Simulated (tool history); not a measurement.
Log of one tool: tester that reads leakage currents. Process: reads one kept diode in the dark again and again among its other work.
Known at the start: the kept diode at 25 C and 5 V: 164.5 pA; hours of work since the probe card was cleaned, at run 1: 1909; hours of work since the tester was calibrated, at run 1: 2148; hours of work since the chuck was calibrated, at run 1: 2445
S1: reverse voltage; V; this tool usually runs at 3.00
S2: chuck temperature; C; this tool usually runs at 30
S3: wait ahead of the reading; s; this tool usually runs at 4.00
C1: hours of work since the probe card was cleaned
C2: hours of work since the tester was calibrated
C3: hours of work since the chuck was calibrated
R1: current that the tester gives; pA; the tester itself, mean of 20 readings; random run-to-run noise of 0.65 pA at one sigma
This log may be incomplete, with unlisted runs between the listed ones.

| run | hour | S1 | S2 | S3 | C1 | C2 | C3 | R1 |
|---|---|---|---|---|---|---|---|---|
| 1 | 0.0 | 3.00 | 30 | 4.00 | 1909 | 2148 | 2445 | 189.27 |
|  | 83.2 | chuck's temperature calibrated |
| 2 | 160.5 | 3.00 | 30 | 4.00 | 2031 | 2271 | 60 | 174.23 |
| 3 | 296.0 | 3.00 | 30 | 4.00 | 2136 | 2375 | 164 | 173.60 |
| 4 | 575.0 | 3.00 | 45 | 4.00 | 2351 | 2591 | 380 | 606.69 |
| 5 | 739.8 | 3.00 | 30 | 4.00 | 2479 | 2718 | 507 | 171.02 |
| 6 | 908.0 | 3.00 | 30 | 4.00 | 2609 | 2848 | 637 | 170.21 |
|  | 1069.3 | tester calibrated |
| 7 | 1170.7 | 3.00 | 30 | 4.00 | 2810 | 78 | 839 | 167.16 |
|  | 1233.6 | chuck's temperature calibrated, once more |
| 8 | 1304.4 | 18.47 | 30 | 4.00 | 2912 | 180 | 55 | 437.96 |
|  | 1459.9 | probe card cleaned and baked |
| 9 | 1590.2 | 18.47 | 30 | 4.00 | 101 | 399 | 273 | 400.78 |
| 10 | 1708.8 | 18.47 | 30 | 4.00 | 192 | 490 | 365 | 399.19 |
| 11 | 1827.9 | 18.47 | 30 | 4.00 | 284 | 582 | 457 | 397.66 |
| 12 | 2020.6 | 3.65 | 30 | 4.00 | 433 | 731 | 606 | 221.84 |
| 13 | 2286.6 | 8.37 | 30 | 4.00 | 639 | 937 | 811 | 295.98 |
| 14 | 2495.6 | 4.78 | 30 | 4.00 | 800 | 1098 | 973 | 240.46 |
| 15 | 2675.6 | 4.78 | 30 | 4.00 | 939 | 1237 | 1112 | 239.53 |
| 16 | 2868.3 | 4.78 | 30 | 4.00 | 1088 | 1386 | 1261 | 237.80 |
| 17 | 3117.7 | 3.00 | 30 | 4.00 | 1281 | 1579 | 1454 | 199.43 |
| 18 | 3293.2 | 3.00 | 23 | 4.00 | 1417 | 1715 | 1589 | 107.05 |
| 19 | 3568.6 | 3.00 | 51 | 4.00 | 1629 | 1927 | 1802 | 1102.78 |
| 20 | 3741.1 | 1.15 | 33 | 2.99 | 1763 | 2061 | 1935 | 179.44 |
| 21 | 3880.9 | 1.64 | 33 | 2.99 | 1871 | 2169 | 2043 | 202.13 |
| 22 | 4121.6 | 1.64 | 53 | 9.87 | 2057 | 2355 | 2229 | 1015.93 |
| 23 | 4410.0 | 13.12 | 27 | 4.32 | 2280 | 2578 | 2452 | 259.10 |
|  | 4489.8 | chuck's temperature calibrated |
| 24 | 4688.7 | 15.97 | 27 | 4.32 | 2493 | 2791 | 154 | 327.54 |
|  | 4923.8 | tester calibrated |
| 25 | 4923.8 | 3.00 | 38 | 4.00 | 2673 | 0 | 334 | 429.46 |
| 26 | 5131.7 | 3.00 | 36 | 0.57 | 2834 | 161 | 494 | 361.74 |
| 27 | 5291.0 | 3.00 | 36 | 0.49 | 2957 | 284 | 618 | 358.14 |
|  | 5387.5 | probe card cleaned and baked |
| 28 | 5539.9 | 3.00 | 36 | 0.49 | 118 | 474 | 808 | 350.51 |
| 29 | 5675.0 | 3.03 | 23 | 2.23 | 222 | 578 | 912 | 111.36 |
| 30 | 5911.3 | 5.55 | 53 | 6.81 | 405 | 761 | 1095 | 1670.77 |
| 31 | 6180.7 | 5.55 | 53 | 6.81 | 613 | 969 | 1303 | 1668.36 |
| 32 | 6453.6 | 4.80 | 40 | 1.58 | 824 | 1180 | 1514 | 557.87 |
| 33 | 6673.5 | 4.80 | 40 | 1.58 | 994 | 1350 | 1683 | 554.43 |
| 34 | 6875.6 | 1.07 | 30 | 4.00 | 1150 | 1506 | 1840 | 137.59 |
| 35 | 7039.8 | 1.07 | 25 | 1.30 | 1277 | 1633 | 1967 | 87.38 |
| 36 | 7288.0 | 5.73 | 55 | 2.02 | 1469 | 1825 | 2158 | 1881.50 |
| 37 | 7559.5 | 5.73 | 55 | 2.02 | 1678 | 2034 | 2368 | 1851.15 |
|  | 7743.4 | chuck's temperature calibrated |
| 38 | 7759.2 | 5.73 | 55 | 2.02 | 1831 | 2187 | 12 | 2069.59 |

Per-run results on a tool with no hidden state, each run keeping its own random variation:
The tool's hidden condition here consists of: stray current of the dirty probe card, pA a volt; current scale over the true one, %; true chuck temperature over the reading, C; drift of the gauge itself on leakage_pa, %.
| run | R1 |
|---|---|
| 1 | 214.51 |
| 2 | 214.81 |
| 3 | 214.90 |
| 4 | 755.13 |
| 5 | 214.61 |
| 6 | 214.80 |
| 7 | 214.76 |
| 8 | 406.60 |
| 9 | 409.27 |
| 10 | 408.49 |
| 11 | 407.54 |
| 12 | 230.30 |
| 13 | 308.66 |
| 14 | 253.38 |
| 15 | 254.03 |
| 16 | 253.52 |
| 17 | 215.21 |
| 18 | 115.32 |
| 19 | 1208.66 |
| 20 | 199.59 |
| 21 | 225.56 |
| 22 | 1134.57 |
| 23 | 276.93 |
| 24 | 297.95 |
| 25 | 427.02 |
| 26 | 361.44 |
| 27 | 359.94 |
| 28 | 360.99 |
| 29 | 115.32 |
| 30 | 1738.87 |
| 31 | 1752.64 |
| 32 | 592.41 |
| 33 | 593.53 |
| 34 | 149.38 |
| 35 | 95.49 |
| 36 | 2054.46 |
| 37 | 2041.38 |
| 38 | 2048.25 |
